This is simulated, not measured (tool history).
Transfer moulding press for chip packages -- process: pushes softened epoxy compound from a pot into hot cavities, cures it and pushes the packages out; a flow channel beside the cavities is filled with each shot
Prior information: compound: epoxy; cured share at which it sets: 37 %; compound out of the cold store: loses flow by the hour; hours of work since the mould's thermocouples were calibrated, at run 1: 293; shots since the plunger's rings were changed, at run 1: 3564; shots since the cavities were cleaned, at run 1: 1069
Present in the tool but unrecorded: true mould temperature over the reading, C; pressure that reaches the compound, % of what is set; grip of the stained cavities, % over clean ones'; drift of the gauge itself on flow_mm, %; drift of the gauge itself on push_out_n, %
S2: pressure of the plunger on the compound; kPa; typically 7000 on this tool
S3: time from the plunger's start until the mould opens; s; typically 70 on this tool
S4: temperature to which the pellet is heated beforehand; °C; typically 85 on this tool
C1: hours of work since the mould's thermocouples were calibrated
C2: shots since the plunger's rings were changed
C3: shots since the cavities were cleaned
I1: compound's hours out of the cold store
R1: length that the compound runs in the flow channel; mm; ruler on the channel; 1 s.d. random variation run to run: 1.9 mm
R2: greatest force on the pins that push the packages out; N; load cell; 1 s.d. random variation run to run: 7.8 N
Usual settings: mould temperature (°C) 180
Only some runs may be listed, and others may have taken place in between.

{"run": 1, "hour": 0.0, "mould temperature (°C)": 180, "S2": 7000, "S3": 70, "S4": 85, "C1": 293, "C2": 3564, "C3": 1069, "I1": 21.5, "R1": 521, "R2": 565}
{"hour": 8.3, "done": "cavities cleaned with cleaning compound and waxed"}
{"run": 2, "hour": 12.0, "mould temperature (°C)": 180, "S2": 7000, "S3": 70, "S4": 85, "C1": 298, "C2": 3680, "C3": 41, "I1": 38.7, "R1": 471, "R2": 644}
{"run": 3, "hour": 27.3, "mould temperature (°C)": 180, "S2": 7000, "S3": 70, "S4": 85, "C1": 305, "C2": 3848, "C3": 209, "I1": 24.3, "R1": 515, "R2": 664}
{"run": 4, "hour": 40.7, "mould temperature (°C)": 180, "S2": 7000, "S3": 70, "S4": 85, "C1": 310, "C2": 3995, "C3": 356, "I1": 23.0, "R1": 515, "R2": 654}
{"run": 5, "hour": 55.8, "mould temperature (°C)": 180, "S2": 7000, "S3": 70, "S4": 85, "C1": 317, "C2": 4161, "C3": 522, "I1": 14.4, "R1": 538, "R2": 669}
{"run": 6, "hour": 75.4, "mould temperature (°C)": 180, "S2": 7000, "S3": 70, "S4": 85, "C1": 325, "C2": 4377, "C3": 738, "I1": 43.2, "R1": 456, "R2": 589}
{"run": 7, "hour": 88.0, "mould temperature (°C)": 180, "S2": 7000, "S3": 70, "S4": 75, "C1": 331, "C2": 4516, "C3": 877, "I1": 17.9, "R1": 525, "R2": 683}
{"hour": 104.0, "done": "cavities cleaned with cleaning compound and waxed, once more"}
{"run": 8, "hour": 105.1, "mould temperature (°C)": 180, "S2": 7000, "S3": 70, "S4": 75, "C1": 338, "C2": 4687, "C3": 12, "I1": 34.2, "R1": 478, "R2": 418}
{"run": 9, "hour": 114.8, "mould temperature (°C)": 180, "S2": 7000, "S3": 70, "S4": 75, "C1": 342, "C2": 4793, "C3": 118, "I1": 41.9, "R1": 457, "R2": 448}
{"run": 10, "hour": 132.5, "mould temperature (°C)": 180, "S2": 7000, "S3": 57, "S4": 75, "C1": 349, "C2": 4988, "C3": 313, "I1": 14.5, "R1": 531, "R2": 951}
{"hour": 147.9, "done": "plunger's sealing rings changed"}
{"run": 11, "hour": 156.9, "mould temperature (°C)": 180, "S2": 7000, "S3": 70, "S4": 79, "C1": 359, "C2": 100, "C3": 555, "I1": 26.3, "R1": 531, "R2": 511}
{"run": 12, "hour": 179.1, "mould temperature (°C)": 180, "S2": 7000, "S3": 70, "S4": 79, "C1": 369, "C2": 343, "C3": 798, "I1": 27.5, "R1": 526, "R2": 543}
{"run": 13, "hour": 197.6, "mould temperature (°C)": 180, "S2": 7000, "S3": 81, "S4": 85, "C1": 377, "C2": 547, "C3": 1002, "I1": 46.2, "R1": 475, "R2": 382}
{"hour": 211.9, "done": "cavities cleaned with cleaning compound and waxed"}
{"run": 14, "hour": 215.7, "mould temperature (°C)": 180, "S2": 7000, "S3": 70, "S4": 86, "C1": 384, "C2": 730, "C3": 42, "I1": 16.7, "R1": 554, "R2": 448}
{"run": 15, "hour": 232.2, "mould temperature (°C)": 180, "S2": 7000, "S3": 70, "S4": 86, "C1": 391, "C2": 911, "C3": 223, "I1": 18.2, "R1": 552, "R2": 489}
{"run": 16, "hour": 245.7, "mould temperature (°C)": 180, "S2": 7000, "S3": 70, "S4": 86, "C1": 397, "C2": 1059, "C3": 371, "I1": 39.3, "R1": 484, "R2": 467}
{"run": 17, "hour": 262.8, "mould temperature (°C)": 180, "S2": 7000, "S3": 70, "S4": 86, "C1": 404, "C2": 1248, "C3": 560, "I1": 34.5, "R1": 500, "R2": 504}
{"run": 18, "hour": 279.2, "mould temperature (°C)": 180, "S2": 7000, "S3": 70, "S4": 86, "C1": 411, "C2": 1428, "C3": 740, "I1": 22.1, "R1": 531, "R2": 554}
{"run": 19, "hour": 301.5, "mould temperature (°C)": 181, "S2": 8700, "S3": 98, "S4": 75, "C1": 421, "C2": 1673, "C3": 985, "I1": 33.3, "R1": 558, "R2": 324}
{"hour": 317.5, "done": "cavities cleaned with cleaning compound and waxed"}
{"run": 20, "hour": 321.1, "mould temperature (°C)": 180, "S2": 6820, "S3": 57, "S4": 77, "C1": 429, "C2": 1872, "C3": 40, "I1": 16.0, "R1": 545, "R2": 759}
{"run": 21, "hour": 336.9, "mould temperature (°C)": 185, "S2": 6820, "S3": 56, "S4": 79, "C1": 435, "C2": 2045, "C3": 213, "I1": 11.5, "R1": 548, "R2": 690}
{"run": 22, "hour": 359.0, "mould temperature (°C)": 180, "S2": 5440, "S3": 84, "S4": 77, "C1": 445, "C2": 2288, "C3": 456, "I1": 35.2, "R1": 436, "R2": 327}
{"run": 23, "hour": 371.9, "mould temperature (°C)": 180, "S2": 6740, "S3": 70, "S4": 81, "C1": 451, "C2": 2430, "C3": 598, "I1": 26.8, "R1": 506, "R2": 536}
{"run": 24, "hour": 390.3, "mould temperature (°C)": 180, "S2": 6740, "S3": 70, "S4": 81, "C1": 459, "C2": 2632, "C3": 800, "I1": 28.5, "R1": 499, "R2": 531}
{"run": 25, "hour": 405.6, "mould temperature (°C)": 180, "S2": 7340, "S3": 70, "S4": 81, "C1": 465, "C2": 2801, "C3": 969, "I1": 29.9, "R1": 515, "R2": 547}
{"hour": 422.4, "done": "cavities cleaned with cleaning compound and waxed"}
{"run": 26, "hour": 427.9, "mould temperature (°C)": 184, "S2": 7340, "S3": 70, "S4": 81, "C1": 474, "C2": 3030, "C3": 61, "I1": 45.8, "R1": 464, "R2": 314}
{"run": 27, "hour": 437.6, "mould temperature (°C)": 181, "S2": 7000, "S3": 55, "S4": 85, "C1": 478, "C2": 3136, "C3": 167, "I1": 33.2, "R1": 489, "R2": 769}
{"run": 28, "hour": 448.7, "mould temperature (°C)": 182, "S2": 6260, "S3": 55, "S4": 93, "C1": 483, "C2": 3259, "C3": 290, "I1": 36.6, "R1": 455, "R2": 736}
{"run": 29, "hour": 459.2, "mould temperature (°C)": 186, "S2": 7000, "S3": 70, "S4": 85, "C1": 488, "C2": 3374, "C3": 405, "I1": 35.5, "R1": 476, "R2": 331}
{"run": 30, "hour": 472.8, "mould temperature (°C)": 173, "S2": 8350, "S3": 91, "S4": 85, "C1": 494, "C2": 3523, "C3": 554, "I1": 31.1, "R1": 551, "R2": 411}

Subtracting, for every run, the result it would have given without the tool's unlogged condition from the measured result gives the following. The same run-to-run variation enters both numbers; the gauge's scatter may not:
run=1 R1=-27 R2=+138
run=2 R1=-26 R2=+236
run=3 R1=-29 R2=+232
run=4 R1=-31 R2=+225
run=5 R1=-33 R2=+222
run=6 R1=-30 R2=+191
run=7 R1=-36 R2=+218
run=8 R1=-34 R2=-15
run=9 R1=-33 R2=+14
run=10 R1=-40 R2=+115
run=11 R1=-3 R2=+88
run=12 R1=-5 R2=+115
run=13 R1=-5 R2=+96
run=14 R1=-8 R2=-2
run=15 R1=-9 R2=+39
run=16 R1=-9 R2=+64
run=17 R1=-11 R2=+91
run=18 R1=-12 R2=+113
run=19 R1=-16 R2=+89
run=20 R1=-17 R2=-22
run=21 R1=-18 R2=+40
run=22 R1=-16 R2=+53
run=23 R1=-19 R2=+90
run=24 R1=-21 R2=+108
run=25 R1=-22 R2=+121
run=26 R1=-22 R2=-4
run=27 R1=-24 R2=+35
run=28 R1=-23 R2=+70
run=29 R1=-25 R2=+47
run=30 R1=-31 R2=+65
